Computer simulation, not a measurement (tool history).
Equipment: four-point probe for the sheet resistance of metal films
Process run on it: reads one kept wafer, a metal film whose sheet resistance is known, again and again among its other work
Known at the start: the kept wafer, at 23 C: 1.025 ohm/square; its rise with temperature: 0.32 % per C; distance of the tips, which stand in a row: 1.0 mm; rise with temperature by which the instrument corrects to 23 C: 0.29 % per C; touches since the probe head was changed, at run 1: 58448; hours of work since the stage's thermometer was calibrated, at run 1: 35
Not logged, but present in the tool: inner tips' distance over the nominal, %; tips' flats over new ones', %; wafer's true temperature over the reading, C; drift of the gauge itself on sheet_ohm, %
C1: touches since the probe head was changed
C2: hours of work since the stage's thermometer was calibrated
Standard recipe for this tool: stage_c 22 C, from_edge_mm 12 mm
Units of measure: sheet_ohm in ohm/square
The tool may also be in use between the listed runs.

{"run": 1, "hour": 0.0, "stage_c": 22, "from_edge_mm": 12, "C1": 58448, "C2": 35, "sheet_ohm": 1.028477}
{"run": 2, "hour": 36.5, "stage_c": 22, "from_edge_mm": 4, "C1": 60719, "C2": 64, "sheet_ohm": 1.057751}
{"run": 3, "hour": 73.3, "stage_c": 22, "from_edge_mm": 4, "C1": 63011, "C2": 92, "sheet_ohm": 1.057872}
{"run": 4, "hour": 90.7, "stage_c": 22, "from_edge_mm": 25, "C1": 64094, "C2": 106, "sheet_ohm": 1.025626}
{"run": 5, "hour": 116.0, "stage_c": 22, "from_edge_mm": 7, "C1": 65671, "C2": 125, "sheet_ohm": 1.035679}
{"run": 6, "hour": 144.1, "stage_c": 22, "from_edge_mm": 3, "C1": 67418, "C2": 147, "sheet_ohm": 1.082254}
{"run": 7, "hour": 179.7, "stage_c": 22, "from_edge_mm": 12, "C1": 69633, "C2": 174, "sheet_ohm": 1.028462}
{"run": 8, "hour": 195.6, "stage_c": 22, "from_edge_mm": 12, "C1": 70623, "C2": 187, "sheet_ohm": 1.028876}
{"run": 9, "hour": 222.1, "stage_c": 22, "from_edge_mm": 12, "C1": 72275, "C2": 207, "sheet_ohm": 1.028297}
{"run": 10, "hour": 251.2, "stage_c": 30, "from_edge_mm": 12, "C1": 74084, "C2": 230, "sheet_ohm": 1.031051}
{"run": 11, "hour": 286.7, "stage_c": 30, "from_edge_mm": 12, "C1": 76298, "C2": 257, "sheet_ohm": 1.031261}
{"run": 12, "hour": 320.4, "stage_c": 30, "from_edge_mm": 12, "C1": 78393, "C2": 283, "sheet_ohm": 1.031334}
{"run": 13, "hour": 336.8, "stage_c": 32, "from_edge_mm": 12, "C1": 79414, "C2": 296, "sheet_ohm": 1.03136}
{"run": 14, "hour": 360.5, "stage_c": 32, "from_edge_mm": 12, "C1": 80891, "C2": 314, "sheet_ohm": 1.031717}
{"run": 15, "hour": 379.4, "stage_c": 32, "from_edge_mm": 12, "C1": 82069, "C2": 329, "sheet_ohm": 1.031355}
{"run": 16, "hour": 417.5, "stage_c": 32, "from_edge_mm": 12, "C1": 84437, "C2": 358, "sheet_ohm": 1.031702}
{"run": 17, "hour": 448.1, "stage_c": 32, "from_edge_mm": 12, "C1": 86345, "C2": 382, "sheet_ohm": 1.03144}
{"run": 18, "hour": 466.0, "stage_c": 18, "from_edge_mm": 7, "C1": 87457, "C2": 396, "sheet_ohm": 1.034622}
{"run": 19, "hour": 490.8, "stage_c": 28, "from_edge_mm": 12, "C1": 89004, "C2": 415, "sheet_ohm": 1.030751}
{"run": 20, "hour": 526.0, "stage_c": 18, "from_edge_mm": 4, "C1": 91192, "C2": 442, "sheet_ohm": 1.056669}
{"run": 21, "hour": 557.5, "stage_c": 32, "from_edge_mm": 3, "C1": 93154, "C2": 467, "sheet_ohm": 1.085301}
{"run": 22, "hour": 595.4, "stage_c": 25, "from_edge_mm": 67, "C1": 95517, "C2": 496, "sheet_ohm": 1.025935}
{"run": 23, "hour": 611.7, "stage_c": 29, "from_edge_mm": 13, "C1": 96529, "C2": 509, "sheet_ohm": 1.030202}
{"run": 24, "hour": 646.3, "stage_c": 25, "from_edge_mm": 13, "C1": 98684, "C2": 536, "sheet_ohm": 1.028436}
{"run": 25, "hour": 674.7, "stage_c": 25, "from_edge_mm": 13, "C1": 100453, "C2": 558, "sheet_ohm": 1.028943}
{"run": 26, "hour": 694.0, "stage_c": 24, "from_edge_mm": 19, "C1": 101653, "C2": 573, "sheet_ohm": 1.026901}
{"run": 27, "hour": 723.5, "stage_c": 32, "from_edge_mm": 20, "C1": 103489, "C2": 595, "sheet_ohm": 1.029077}
{"run": 28, "hour": 747.6, "stage_c": 35, "from_edge_mm": 16, "C1": 104990, "C2": 614, "sheet_ohm": 1.030954}
{"run": 29, "hour": 785.5, "stage_c": 35, "from_edge_mm": 16, "C1": 107350, "C2": 643, "sheet_ohm": 1.030773}
{"run": 30, "hour": 817.0, "stage_c": 35, "from_edge_mm": 57, "C1": 109311, "C2": 668, "sheet_ohm": 1.029181}
{"run": 31, "hour": 855.3, "stage_c": 26, "from_edge_mm": 73, "C1": 111693, "C2": 697, "sheet_ohm": 1.026059}
{"run": 32, "hour": 887.0, "stage_c": 26, "from_edge_mm": 73, "C1": 113670, "C2": 722, "sheet_ohm": 1.026069}

Consider 4 possible next runs. They are alternatives, not a sequence: every one starts from the tool as it was left by run 32. What does each give?
{"run": "A", "hour": 905.8, "stage_c": 26, "from_edge_mm": 41, "C1": 114836, "C2": 736, "sheet_ohm": "?"}
{"run": "B", "hour": 905.8, "stage_c": 21, "from_edge_mm": 73, "C1": 114836, "C2": 736, "sheet_ohm": "?"}
{"run": "C", "hour": 905.8, "stage_c": 18, "from_edge_mm": 3, "C1": 114836, "C2": 736, "sheet_ohm": "?"}
{"run": "D", "hour": 905.8, "stage_c": 20, "from_edge_mm": 52, "C1": 114836, "C2": 736, "sheet_ohm": "?"}

run=A sheet_ohm=1.026183
run=B sheet_ohm=1.024282
run=C sheet_ohm=1.08077
run=D sheet_ohm=1.024581
Had the tool no hidden state, the same runs would have come out as:
run=A sheet_ohm=1.026302
run=B sheet_ohm=1.024401
run=C sheet_ohm=1.080895
run=D sheet_ohm=1.0247

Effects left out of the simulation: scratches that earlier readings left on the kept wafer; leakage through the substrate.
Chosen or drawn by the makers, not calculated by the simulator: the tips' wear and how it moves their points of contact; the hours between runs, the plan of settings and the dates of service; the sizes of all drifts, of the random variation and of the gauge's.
